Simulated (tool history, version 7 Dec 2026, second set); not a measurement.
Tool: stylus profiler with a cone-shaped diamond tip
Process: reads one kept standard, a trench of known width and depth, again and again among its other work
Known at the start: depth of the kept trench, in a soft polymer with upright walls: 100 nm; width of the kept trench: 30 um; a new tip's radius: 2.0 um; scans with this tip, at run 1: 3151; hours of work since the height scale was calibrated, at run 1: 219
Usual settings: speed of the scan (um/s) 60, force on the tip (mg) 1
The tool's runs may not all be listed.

| run | hour | speed of the scan (um/s) | force on the tip (mg) | scans with this tip | hours of work since the height scale was calibrated | depth of the trench (nm) | width of the trench's floor (nm) |
|---|---|---|---|---|---|---|---|
| 1 | 0 | 60 | 1 | 3151 | 219 | 101.02 | 28370 |
| 2 | 14.3 | 60 | 1 | 3251 | 226 | 100.97 | 28350 |
| 3 | 31.8 | 60 | 1 | 3374 | 234 | 100.98 | 28320 |
| 4 | 49.2 | 60 | 1 | 3497 | 243 | 101.05 | 28340 |
| 5 | 62.5 | 28 | 1 | 3590 | 249 | 101.09 | 28530 |
| 6 | 82.1 | 28 | 1 | 3727 | 259 | 101.08 | 28530 |
| 7 | 105.3 | 60 | 2.05 | 3890 | 270 | 101.54 | 28450 |
| 8 | 125.4 | 118 | 1.57 | 4031 | 280 | 101.37 | 28130 |
| 9 | 147.6 | 197 | 2.9 | 4187 | 291 | 102 | 28000 |
| 10 | 172.5 | 70 | 2.4 | 4362 | 303 | 101.83 | 28410 |

4 ways to go on from here, each from the tool as it stands after run 10. What would each give?
| A | 192 | 45 | 2.4 | 4498 | 313 | ? | ? |
| B | 192 | 37 | 2.84 | 4498 | 313 | ? | ? |
| C | 192 | 100 | 2.4 | 4498 | 313 | ? | ? |
| D | 192 | 140 | 1.02 | 4498 | 313 | ? | ? |

| run | depth of the trench (nm) | width of the trench's floor (nm) |
|---|---|---|
| A | 101.81 | 28490 |
| B | 101.98 | 28530 |
| C | 101.85 | 28310 |
| D | 101.13 | 27880 |
Without the tool's hidden state the same runs would have given:
| run | depth of the trench (nm) | width of the trench's floor (nm) |
|---|---|---|
| A | 101.72 | 28560 |
| B | 101.89 | 28600 |
| C | 101.76 | 28390 |
| D | 101.05 | 27950 |
